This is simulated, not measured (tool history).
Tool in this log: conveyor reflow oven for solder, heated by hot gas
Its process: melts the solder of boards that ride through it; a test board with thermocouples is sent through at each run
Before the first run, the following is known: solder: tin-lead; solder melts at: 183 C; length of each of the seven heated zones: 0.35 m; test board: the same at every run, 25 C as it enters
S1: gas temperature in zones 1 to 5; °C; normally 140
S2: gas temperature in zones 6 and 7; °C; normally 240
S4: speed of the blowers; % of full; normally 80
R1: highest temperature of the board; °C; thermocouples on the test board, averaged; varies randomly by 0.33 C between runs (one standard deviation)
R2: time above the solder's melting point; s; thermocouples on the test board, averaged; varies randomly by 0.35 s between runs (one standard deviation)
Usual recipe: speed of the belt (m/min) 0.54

{"run": 1, "hour": 0.0, "S1": 140, "S2": 240, "speed of the belt (m/min)": 0.54, "S4": 80, "R1": 221.6, "R2": 62.9}
{"run": 2, "hour": 10.8, "S1": 140, "S2": 240, "speed of the belt (m/min)": 0.54, "S4": 80, "R1": 221.6, "R2": 62.4}
{"run": 3, "hour": 22.8, "S1": 152, "S2": 240, "speed of the belt (m/min)": 0.54, "S4": 80, "R1": 224.1, "R2": 69}
{"run": 4, "hour": 34.5, "S1": 141, "S2": 240, "speed of the belt (m/min)": 0.54, "S4": 80, "R1": 221.3, "R2": 63}
{"run": 5, "hour": 42.6, "S1": 140, "S2": 240, "speed of the belt (m/min)": 0.54, "S4": 61, "R1": 218.2, "R2": 59.1}
{"run": 6, "hour": 54.5, "S1": 140, "S2": 240, "speed of the belt (m/min)": 0.54, "S4": 80, "R1": 221.7, "R2": 62.5}
{"run": 7, "hour": 65.1, "S1": 140, "S2": 247, "speed of the belt (m/min)": 0.54, "S4": 80, "R1": 227.3, "R2": 66.2}
{"hour": 71.2, "done": "flux residue cleaned out of gas plates and filters"}
{"run": 8, "hour": 77.5, "S1": 146, "S2": 240, "speed of the belt (m/min)": 0.54, "S4": 80, "R1": 221.2, "R2": 64.8}

The next listed run, before its measurement:
{"run": 9, "hour": 83.2, "S1": 150, "S2": 240, "speed of the belt (m/min)": 0.54, "S4": 73, "R1": "?", "R2": "?"}

R1: 221.3 °C
R2: 66.5 s
On a tool with no hidden condition, and with the same random variation, this run would have come out at R1 224 °C, R2 68.2 s.
